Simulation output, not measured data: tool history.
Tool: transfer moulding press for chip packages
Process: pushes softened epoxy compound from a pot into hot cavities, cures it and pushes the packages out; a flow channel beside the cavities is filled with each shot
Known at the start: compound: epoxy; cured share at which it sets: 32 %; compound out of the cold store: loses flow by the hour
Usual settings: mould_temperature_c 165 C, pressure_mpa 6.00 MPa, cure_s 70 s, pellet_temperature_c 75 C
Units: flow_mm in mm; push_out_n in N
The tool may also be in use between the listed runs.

run,day,mould_temperature_c,pressure_mpa,cure_s,pellet_temperature_c,incoming compound's hours out of the cold store,flow_mm,push_out_n
1,0.000,165,6.00,70,75,33.1,871,248
2,0.512,165,6.00,70,75,30.4,884,240
3,0.892,165,6.00,70,75,9.5,1009,253
4,1.183,165,6.00,70,75,32.5,865,243
5,1.575,165,6.00,70,81,27.7,895,243
6,1.908,165,6.00,70,75,30.1,884,251
# day 2.088: cavities cleaned with cleaning compound and waxed
7,2.208,165,4.90,70,75,40.0,772,230
8,2.654,165,4.90,70,75,42.1,742,247
9,3.058,165,4.90,70,75,35.7,783,250
10,3.358,165,4.90,70,75,31.4,789,245
11,3.900,165,4.90,70,75,22.8,835,246
12,4.254,165,6.00,70,79,47.0,816,248
13,4.762,165,6.00,70,79,19.3,955,250
# day 4.921: cavities cleaned with cleaning compound and waxed
14,5.192,165,6.00,70,79,38.7,835,256
15,5.471,165,5.69,70,65,35.8,839,246
16,5.979,169,7.20,70,73,32.9,934,235
17,6.458,168,6.00,70,65,42.9,811,233
18,6.692,165,6.00,70,74,29.2,883,260
# day 7.033: plunger's sealing rings changed
19,7.200,162,5.09,70,75,45.6,764,281
20,7.429,162,5.09,70,75,46.5,759,261
21,7.692,166,5.53,63,75,14.3,911,273
# day 7.888: cavities cleaned with cleaning compound and waxed
22,8.296,166,5.53,63,75,44.4,785,262
23,8.671,171,5.53,63,80,40.4,788,238
24,9.071,171,5.53,63,80,14.0,911,242
25,9.558,165,7.48,70,72,15.8,1055,264
26,10.029,165,7.48,90,72,17.8,1048,229
27,10.517,161,5.78,53,65,37.2,859,520
# day 10.733: cavities cleaned with cleaning compound and waxed
28,10.938,161,5.78,53,65,37.3,846,511

A few steps of push_out_n between consecutive runs. Split each: what settings, incoming material and random variation would produce without the hidden state, and what is left over for the hidden state, along with gauge scatter present in only one of the two compared results (measured, and without hidden state):
Hidden state at play: true mould temperature over the reading, C; pressure that reaches the compound, % of what is set; grip of the stained cavities, % over clean ones'; drift of the gauge itself on flow_mm, %; drift of the gauge itself on push_out_n, %.
Run 6 -> 7: pressure_mpa 6.00 -> 4.90, cavities cleaned with cleaning compound and waxed. push_out_n -21 N: hidden state -6, all else -15.
Run 25 -> 26: cure_s 70 -> 90. push_out_n -35 N: hidden state -1, all else -34.
Run 26 -> 27: mould_temperature_c 165 -> 161, pressure_mpa 7.48 -> 5.78, cure_s 90 -> 53, pellet_temperature_c 72 -> 65. push_out_n +291 N: hidden state +6, all else +285.
Run 27 -> 28: cavities cleaned with cleaning compound and waxed. push_out_n -9 N: hidden state -8, all else -1.
